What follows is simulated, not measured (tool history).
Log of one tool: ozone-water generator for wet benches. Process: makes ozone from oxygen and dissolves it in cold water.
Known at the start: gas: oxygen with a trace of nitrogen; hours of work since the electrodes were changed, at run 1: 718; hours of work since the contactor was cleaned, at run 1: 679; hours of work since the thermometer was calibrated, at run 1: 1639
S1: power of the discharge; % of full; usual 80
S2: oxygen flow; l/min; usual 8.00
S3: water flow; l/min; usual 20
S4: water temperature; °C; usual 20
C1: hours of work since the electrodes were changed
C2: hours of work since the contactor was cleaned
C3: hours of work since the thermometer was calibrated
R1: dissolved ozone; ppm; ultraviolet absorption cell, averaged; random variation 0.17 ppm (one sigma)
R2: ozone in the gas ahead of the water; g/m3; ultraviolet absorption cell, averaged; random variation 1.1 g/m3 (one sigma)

run,day,S1,S2,S3,S4,C1,C2,C3,R1,R2
1,0.000,80,8.00,20,20,718,679,1639,22.8,203.4
2,0.604,80,8.00,20,20,729,690,1650,22.7,202.9
3,1.517,70,8.00,20,20,745,706,1666,20.3,184.4
4,2.671,70,13.85,20,20,766,727,1687,18.7,137.2
5,3.400,70,13.85,20,20,779,740,1700,19.1,137.2
6,4.079,70,13.85,18,20,791,752,1712,20.2,136.7
7,5.258,80,8.00,26,20,812,773,1733,18.4,203.8
8,6.529,80,8.00,26,20,835,796,1756,18.6,203.1
9,7.162,80,8.00,26,20,846,807,1767,18.5,204.2
10,8.242,80,8.00,26,20,866,827,1787,18.4,204.2
11,8.946,80,8.00,20,25,878,839,1799,20.6,204.9
12,9.642,67,8.00,20,20,891,852,1812,19.6,176.7
13,10.992,80,5.64,20,20,915,876,1836,23.1,244.9
14,11.950,80,5.64,20,20,932,893,1853,22.9,245.6
15,13.117,80,8.00,20,20,953,914,1874,22.6,204.7
16,13.771,80,8.00,20,20,965,926,1886,22.9,203.7
17,14.571,80,13.55,20,14,979,940,1900,24.1,155.1
18,15.421,84,11.64,12,26,994,955,1915,26.4,176.8
19,16.121,84,11.64,12,26,1007,968,1928,26.6,175.6
20,16.746,84,14.03,12,23,1018,979,1939,26.9,159.5
21,17.538,68,6.03,20,20,1032,993,1953,20.1,203.8
22,18.738,80,4.76,20,20,1054,1015,1975,22.9,266.0
23,19.333,80,8.99,20,20,1064,1025,1986,22.6,192.6
24,20.492,92,8.99,12,17,1085,1046,2006,37.7,216.8
25,21.858,92,8.99,12,17,1110,1071,2031,37.9,217.0
26,23.108,92,8.99,23,25,1132,1093,2053,20.7,214.6
27,24.233,57,8.99,15,22,1152,1113,2073,19.6,145.3
28,25.158,71,6.32,15,23,1169,1130,2090,24.6,209.6
29,26.575,80,4.02,16,20,1194,1155,2115,27.9,292.9
30,27.908,80,6.73,17,20,1218,1179,2139,26.1,223.8
31,28.796,62,5.34,17,20,1234,1195,2155,21.3,202.4
32,29.438,62,5.34,17,20,1245,1206,2167,21.4,202.5

Forecast each of these 3 alternatives for the next run:
A,30.325,54,7.89,23,20,1261,1222,2182,?,?
B,30.325,49,8.00,12,19,1261,1222,2182,?,?
C,30.325,63,5.34,21,20,1261,1222,2182,?,?

run,R1,R2
A,14.7,148.4
B,21.6,135.3
C,18.2,208.3
Without the tool's hidden state the same runs would have given:
run,R1,R2
A,14.7,148.4
B,21.6,135.4
C,18.2,208.4
